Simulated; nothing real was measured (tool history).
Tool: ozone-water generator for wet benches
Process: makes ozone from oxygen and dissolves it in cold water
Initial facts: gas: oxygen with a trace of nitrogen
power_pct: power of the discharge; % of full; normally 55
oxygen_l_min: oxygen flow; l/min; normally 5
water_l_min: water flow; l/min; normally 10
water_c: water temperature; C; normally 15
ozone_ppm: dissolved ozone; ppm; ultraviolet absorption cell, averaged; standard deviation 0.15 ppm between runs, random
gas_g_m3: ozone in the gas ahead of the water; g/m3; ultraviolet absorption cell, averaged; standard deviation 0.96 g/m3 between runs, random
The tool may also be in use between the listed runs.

| run | day | power_pct | oxygen_l_min | water_l_min | water_c | ozone_ppm | gas_g_m3 |
|---|---|---|---|---|---|---|---|
| 1 | 0 | 55 | 5 | 10 | 15 | 15.6 | 153.2 |
| 2 | 4.246 | 55 | 5 | 10 | 15 | 15.3 | 152.4 |
| 3 | 8.679 | 59 | 5 | 10 | 15 | 16.1 | 156.8 |
| 4 | 13.242 | 59 | 5 | 10 | 15 | 16.2 | 157.8 |
| 5 | 15.675 | 70 | 5 | 10 | 15 | 18.2 | 180.7 |
| 6 | 18.533 | 55 | 5 | 10 | 19 | 14.3 | 150.5 |
|  | 19.046 | contactor cleaned |
| 7 | 22.454 | 55 | 5 | 10 | 19 | 15.8 | 148.2 |
| 8 | 25.062 | 98 | 5 | 7 | 19 | 31.7 | 229.1 |
| 9 | 29.983 | 55 | 3.35 | 9 | 10 | 22.4 | 195.3 |
|  | 30.421 | water thermometer calibrated |
| 10 | 34.7 | 55 | 3.35 | 12 | 14 | 15.8 | 196.9 |
| 11 | 37.162 | 43 | 3.08 | 10 | 17 | 15.2 | 174.9 |
| 12 | 40.962 | 43 | 3.25 | 10 | 17 | 15.1 | 167.3 |
| 13 | 43.329 | 43 | 3.25 | 10 | 17 | 15.1 | 166 |

Selected run-to-run steps in ozone_ppm, each split into two signed amounts: the part the tool would show with no hidden state at all (from settings, incoming material and random variation), and the remainder, which goes to the hidden state together with any gauge scatter not common to the measured and the hidden-state-free results:
The hidden state here: yield of the discharge, % of new electrodes'; contactor's efficiency, % of a clean one's; true water temperature over the reading, C; drift of the gauge itself on ozone_ppm, %; drift of the gauge itself on gas_g_m3, %.
Run 7 -> 8: power_pct 55 -> 98, water_l_min 10 -> 7. ozone_ppm +15.9 ppm: hidden state -3.1, all else +19.
